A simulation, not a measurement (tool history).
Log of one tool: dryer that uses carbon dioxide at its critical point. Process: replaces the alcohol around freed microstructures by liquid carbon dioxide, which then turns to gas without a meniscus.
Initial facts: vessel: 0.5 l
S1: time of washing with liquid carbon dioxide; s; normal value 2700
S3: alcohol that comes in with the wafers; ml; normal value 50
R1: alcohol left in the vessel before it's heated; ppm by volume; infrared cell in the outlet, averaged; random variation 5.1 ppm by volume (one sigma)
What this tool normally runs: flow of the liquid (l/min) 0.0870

{"run": 1, "day": 0.0, "S1": 2700, "flow of the liquid (l/min)": 0.087, "S3": 50, "R1": 289}
{"run": 2, "day": 1.238, "S1": 2700, "flow of the liquid (l/min)": 0.0642, "S3": 50, "R1": 691}
{"run": 3, "day": 2.596, "S1": 2700, "flow of the liquid (l/min)": 0.0642, "S3": 50, "R1": 664}
{"run": 4, "day": 3.804, "S1": 2700, "flow of the liquid (l/min)": 0.087, "S3": 50, "R1": 305}
{"run": 5, "day": 5.242, "S1": 2700, "flow of the liquid (l/min)": 0.087, "S3": 50, "R1": 311}
{"run": 6, "day": 6.883, "S1": 2700, "flow of the liquid (l/min)": 0.087, "S3": 50, "R1": 320}
{"run": 7, "day": 7.971, "S1": 2700, "flow of the liquid (l/min)": 0.087, "S3": 50, "R1": 322}
{"day": 8.3, "done": "inlet filter changed"}
{"run": 8, "day": 8.825, "S1": 2700, "flow of the liquid (l/min)": 0.087, "S3": 50, "R1": 287}
{"run": 9, "day": 10.088, "S1": 2700, "flow of the liquid (l/min)": 0.087, "S3": 50, "R1": 302}
{"run": 10, "day": 11.779, "S1": 2700, "flow of the liquid (l/min)": 0.087, "S3": 50, "R1": 317}
{"run": 11, "day": 12.7, "S1": 2700, "flow of the liquid (l/min)": 0.087, "S3": 50, "R1": 305}
{"run": 12, "day": 13.583, "S1": 2700, "flow of the liquid (l/min)": 0.087, "S3": 50, "R1": 311}
{"run": 13, "day": 15.296, "S1": 2700, "flow of the liquid (l/min)": 0.087, "S3": 50, "R1": 318}
{"run": 14, "day": 16.838, "S1": 2700, "flow of the liquid (l/min)": 0.0717, "S3": 50, "R1": 468}
{"day": 18.308, "done": "purifier's bed changed"}
{"run": 15, "day": 18.479, "S1": 2700, "flow of the liquid (l/min)": 0.0717, "S3": 50, "R1": 208}
{"run": 16, "day": 19.583, "S1": 2700, "flow of the liquid (l/min)": 0.0717, "S3": 50, "R1": 209}
{"run": 17, "day": 20.646, "S1": 2700, "flow of the liquid (l/min)": 0.087, "S3": 86, "R1": 115}
{"run": 18, "day": 21.367, "S1": 2700, "flow of the liquid (l/min)": 0.087, "S3": 22, "R1": 44}
{"run": 19, "day": 22.608, "S1": 1920, "flow of the liquid (l/min)": 0.087, "S3": 28, "R1": 299}
{"run": 20, "day": 24.167, "S1": 1920, "flow of the liquid (l/min)": 0.087, "S3": 28, "R1": 305}
{"run": 21, "day": 25.7, "S1": 3780, "flow of the liquid (l/min)": 0.064, "S3": 97, "R1": 106}
{"run": 22, "day": 27.254, "S1": 3780, "flow of the liquid (l/min)": 0.064, "S3": 97, "R1": 113}
{"run": 23, "day": 28.25, "S1": 4200, "flow of the liquid (l/min)": 0.0816, "S3": 54, "R1": 46}
{"run": 24, "day": 29.196, "S1": 2700, "flow of the liquid (l/min)": 0.1375, "S3": 111, "R1": 48}
{"run": 25, "day": 29.979, "S1": 2700, "flow of the liquid (l/min)": 0.1375, "S3": 111, "R1": 49}
{"run": 26, "day": 31.654, "S1": 2700, "flow of the liquid (l/min)": 0.1375, "S3": 111, "R1": 47}
{"run": 27, "day": 32.667, "S1": 2700, "flow of the liquid (l/min)": 0.0761, "S3": 50, "R1": 200}
{"run": 28, "day": 33.892, "S1": 2700, "flow of the liquid (l/min)": 0.0761, "S3": 50, "R1": 219}
{"run": 29, "day": 34.992, "S1": 1920, "flow of the liquid (l/min)": 0.0761, "S3": 116, "R1": 2503}
{"run": 30, "day": 36.254, "S1": 3300, "flow of the liquid (l/min)": 0.083, "S3": 52, "R1": 79}
{"run": 31, "day": 37.362, "S1": 3420, "flow of the liquid (l/min)": 0.087, "S3": 93, "R1": 83}
{"run": 32, "day": 38.333, "S1": 3420, "flow of the liquid (l/min)": 0.087, "S3": 93, "R1": 94}
{"run": 33, "day": 40.042, "S1": 2100, "flow of the liquid (l/min)": 0.0947, "S3": 65, "R1": 377}
{"run": 34, "day": 41.354, "S1": 2100, "flow of the liquid (l/min)": 0.0947, "S3": 65, "R1": 380}
{"run": 35, "day": 42.833, "S1": 2340, "flow of the liquid (l/min)": 0.0888, "S3": 26, "R1": 183}

4 ways to go on from here, each from the tool as it stands after run 35. What would each give?
{"run": "A", "day": 44.058, "S1": 2700, "flow of the liquid (l/min)": 0.0554, "S3": 50, "R1": "?"}
{"run": "B", "day": 44.058, "S1": 2040, "flow of the liquid (l/min)": 0.0605, "S3": 33, "R1": "?"}
{"run": "C", "day": 44.058, "S1": 2340, "flow of the liquid (l/min)": 0.0888, "S3": 89, "R1": "?"}
{"run": "D", "day": 44.058, "S1": 2340, "flow of the liquid (l/min)": 0.1455, "S3": 26, "R1": "?"}

run=A R1=1072
run=B R1=1543
run=C R1=422
run=D R1=109
Without the tool's unlogged condition, the same runs would have read:
run=A R1=700
run=B R1=1100
run=C R1=213
run=D R1=20

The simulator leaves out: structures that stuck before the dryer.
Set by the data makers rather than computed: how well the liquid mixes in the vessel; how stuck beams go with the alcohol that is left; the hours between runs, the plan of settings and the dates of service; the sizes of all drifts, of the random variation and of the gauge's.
